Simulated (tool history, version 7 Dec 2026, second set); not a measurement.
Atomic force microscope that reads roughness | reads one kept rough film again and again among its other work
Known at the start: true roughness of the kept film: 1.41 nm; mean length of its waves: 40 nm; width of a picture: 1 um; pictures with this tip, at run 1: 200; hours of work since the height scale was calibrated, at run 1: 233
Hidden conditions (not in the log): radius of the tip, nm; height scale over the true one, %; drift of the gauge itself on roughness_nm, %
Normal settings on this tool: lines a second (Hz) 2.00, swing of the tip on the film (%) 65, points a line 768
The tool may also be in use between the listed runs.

| run | day | lines a second (Hz) | swing of the tip on the film (%) | points a line | pictures with this tip | hours of work since the height scale was calibrated | roughness of the kept film (nm (root mean square)) |
|---|---|---|---|---|---|---|---|
| 1 | 0.000 | 2.00 | 65 | 768 | 200 | 233 | 1.236 |
|  | 0.900 | new tip fitted |
| 2 | 1.425 | 2.00 | 65 | 768 | 14 | 252 | 1.300 |
| 3 | 2.188 | 2.00 | 65 | 768 | 34 | 263 | 1.294 |
| 4 | 3.667 | 2.00 | 65 | 799 | 73 | 284 | 1.272 |
| 5 | 5.117 | 2.05 | 65 | 768 | 112 | 304 | 1.262 |
| 6 | 6.796 | 2.00 | 65 | 768 | 156 | 328 | 1.254 |
| 7 | 8.229 | 2.00 | 65 | 296 | 194 | 348 | 1.240 |
| 8 | 8.942 | 2.00 | 65 | 296 | 213 | 358 | 1.232 |
|  | 9.346 | new tip fitted |
| 9 | 10.075 | 2.00 | 65 | 296 | 19 | 374 | 1.302 |
| 10 | 11.462 | 2.00 | 76 | 768 | 56 | 393 | 1.226 |
| 11 | 13.008 | 2.00 | 76 | 768 | 97 | 415 | 1.218 |
| 12 | 14.262 | 2.00 | 76 | 768 | 130 | 433 | 1.205 |
| 13 | 15.988 | 2.00 | 65 | 768 | 176 | 457 | 1.247 |
| 14 | 17.229 | 2.00 | 65 | 768 | 208 | 474 | 1.232 |
|  | 17.762 | new tip fitted |
| 15 | 18.008 | 2.00 | 65 | 378 | 7 | 485 | 1.306 |
| 16 | 19.217 | 2.00 | 65 | 378 | 38 | 502 | 1.297 |
| 17 | 20.100 | 2.00 | 65 | 768 | 62 | 515 | 1.284 |
| 18 | 21.296 | 2.00 | 65 | 768 | 93 | 531 | 1.287 |
|  | 21.488 | height scale calibrated on a step standard |
| 19 | 22.221 | 2.00 | 65 | 768 | 117 | 10 | 1.271 |
| 20 | 23.554 | 2.00 | 65 | 768 | 152 | 29 | 1.256 |
|  | 24.067 | height scale calibrated on a step standard, once more |
| 21 | 25.308 | 2.00 | 65 | 768 | 197 | 18 | 1.233 |
|  | 26.208 | new tip fitted |
| 22 | 26.567 | 2.00 | 65 | 768 | 10 | 35 | 1.301 |
| 23 | 28.079 | 1.43 | 65 | 768 | 50 | 56 | 1.299 |
| 24 | 29.592 | 1.43 | 65 | 581 | 90 | 77 | 1.289 |
| 25 | 31.288 | 1.43 | 65 | 581 | 135 | 101 | 1.279 |
| 26 | 32.804 | 2.00 | 65 | 374 | 175 | 123 | 1.237 |
| 27 | 34.204 | 3.51 | 67 | 936 | 212 | 142 | 1.167 |
|  | 34.588 | new tip fitted |
| 28 | 35.446 | 1.73 | 89 | 624 | 23 | 160 | 1.158 |
| 29 | 36.350 | 2.76 | 65 | 594 | 47 | 172 | 1.247 |
| 30 | 38.029 | 0.61 | 76 | 768 | 92 | 196 | 1.312 |
| 31 | 39.729 | 2.00 | 65 | 638 | 136 | 220 | 1.253 |
| 32 | 41.183 | 2.00 | 65 | 725 | 175 | 240 | 1.255 |
|  | 42.904 | new tip fitted |
| 33 | 42.904 | 2.00 | 65 | 725 | 0 | 264 | 1.314 |
| 34 | 43.917 | 2.00 | 65 | 725 | 27 | 278 | 1.286 |
| 35 | 45.296 | 1.32 | 60 | 490 | 63 | 298 | 1.336 |
| 36 | 46.300 | 0.53 | 73 | 358 | 90 | 312 | 1.297 |
| 37 | 47.162 | 2.11 | 80 | 768 | 113 | 324 | 1.184 |
| 38 | 48.846 | 2.11 | 80 | 768 | 157 | 348 | 1.154 |
| 39 | 50.575 | 1.02 | 80 | 768 | 203 | 372 | 1.225 |
|  | 51.317 | new tip fitted |
| 40 | 52.067 | 1.02 | 80 | 768 | 20 | 393 | 1.303 |
| 41 | 53.804 | 1.02 | 80 | 768 | 66 | 417 | 1.265 |
| 42 | 55.021 | 2.22 | 65 | 277 | 98 | 434 | 1.262 |
| 43 | 55.779 | 2.22 | 65 | 277 | 118 | 445 | 1.249 |
| 44 | 56.692 | 2.22 | 65 | 277 | 142 | 458 | 1.247 |
| 45 | 58.329 | 2.22 | 65 | 277 | 185 | 481 | 1.218 |
| 46 | 59.125 | 0.94 | 65 | 927 | 206 | 492 | 1.267 |
|  | 59.700 | new tip fitted |
| 47 | 60.708 | 0.67 | 65 | 927 | 27 | 514 | 1.346 |
| 48 | 61.904 | 2.78 | 58 | 927 | 58 | 531 | 1.307 |
| 49 | 63.300 | 2.00 | 57 | 504 | 95 | 551 | 1.308 |
| 50 | 64.038 | 2.00 | 65 | 257 | 115 | 561 | 1.261 |
| 51 | 65.438 | 2.00 | 65 | 257 | 152 | 581 | 1.231 |
| 52 | 66.321 | 2.00 | 65 | 257 | 175 | 593 | 1.240 |

Predict each of these 5 candidate next runs independently; none follows another, all start after run 52:
| A | 67.404 | 3.94 | 62 | 877 | 204 | 608 | ? |
| B | 67.404 | 1.46 | 85 | 713 | 204 | 608 | ? |
| C | 67.404 | 0.56 | 65 | 257 | 204 | 608 | ? |
| D | 67.404 | 0.94 | 89 | 334 | 204 | 608 | ? |
| E | 67.404 | 2.00 | 65 | 420 | 204 | 608 | ? |

| run | roughness of the kept film (nm (root mean square)) |
|---|---|
| A | 1.193 |
| B | 1.176 |
| C | 1.281 |
| D | 1.195 |
| E | 1.223 |
Had the tool no hidden state, the same runs would have come out as:
| run | roughness of the kept film (nm (root mean square)) |
|---|---|
| A | 1.261 |
| B | 1.243 |
| C | 1.355 |
| D | 1.263 |
| E | 1.294 |
